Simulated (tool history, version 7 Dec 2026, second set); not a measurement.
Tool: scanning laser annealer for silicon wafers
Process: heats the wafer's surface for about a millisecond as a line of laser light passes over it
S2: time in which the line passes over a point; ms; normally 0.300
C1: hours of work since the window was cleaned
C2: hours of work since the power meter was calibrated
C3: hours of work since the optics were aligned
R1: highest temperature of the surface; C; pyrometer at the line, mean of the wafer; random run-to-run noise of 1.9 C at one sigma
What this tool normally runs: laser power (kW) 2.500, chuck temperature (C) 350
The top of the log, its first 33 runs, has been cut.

run 34 day=25.567 | laser_power_(kW)=2.498 S2=0.305 chuck_temperature_(C)=316 | C1=460 C2=847 C3=1665 | R1=1130
run 35 day=26.100 | laser_power_(kW)=2.681 S2=0.293 chuck_temperature_(C)=376 | C1=468 C2=855 C3=1672 | R1=1237
run 36 day=26.692 | laser_power_(kW)=2.442 S2=0.336 chuck_temperature_(C)=343 | C1=477 C2=863 C3=1681 | R1=1177
run 37 day=27.579 | laser_power_(kW)=2.500 S2=0.246 chuck_temperature_(C)=389 | C1=490 C2=877 C3=1695 | R1=1132
run 38 day=28.275 | laser_power_(kW)=2.131 S2=0.300 chuck_temperature_(C)=350 | C1=501 C2=887 C3=1705 | R1=1041
run 39 day=28.829 | laser_power_(kW)=2.500 S2=0.300 chuck_temperature_(C)=331 | C1=509 C2=895 C3=1713 | R1=1140
run 40 day=29.733 | laser_power_(kW)=2.478 S2=0.217 chuck_temperature_(C)=351 | C1=522 C2=909 C3=1727 | R1=1046
run 41 day=30.767 | laser_power_(kW)=2.478 S2=0.314 chuck_temperature_(C)=351 | C1=538 C2=924 C3=1742 | R1=1170

Forecast each of these 4 alternatives for the next run:
run A day=31.325 | laser_power_(kW)=2.478 S2=0.268 chuck_temperature_(C)=317 | C1=546 C2=932 C3=1750 | R1=?
run B day=31.325 | laser_power_(kW)=2.343 S2=0.314 chuck_temperature_(C)=351 | C1=546 C2=932 C3=1750 | R1=?
run C day=31.325 | laser_power_(kW)=2.332 S2=0.300 chuck_temperature_(C)=311 | C1=546 C2=932 C3=1750 | R1=?
run D day=31.325 | laser_power_(kW)=2.522 S2=0.314 chuck_temperature_(C)=351 | C1=546 C2=932 C3=1750 | R1=?

run=A R1=1080
run=B R1=1125
run=C R1=1068
run=D R1=1181
Without the tool's hidden state the same runs would have given:
run=A R1=1106
run=B R1=1151
run=C R1=1093
run=D R1=1209
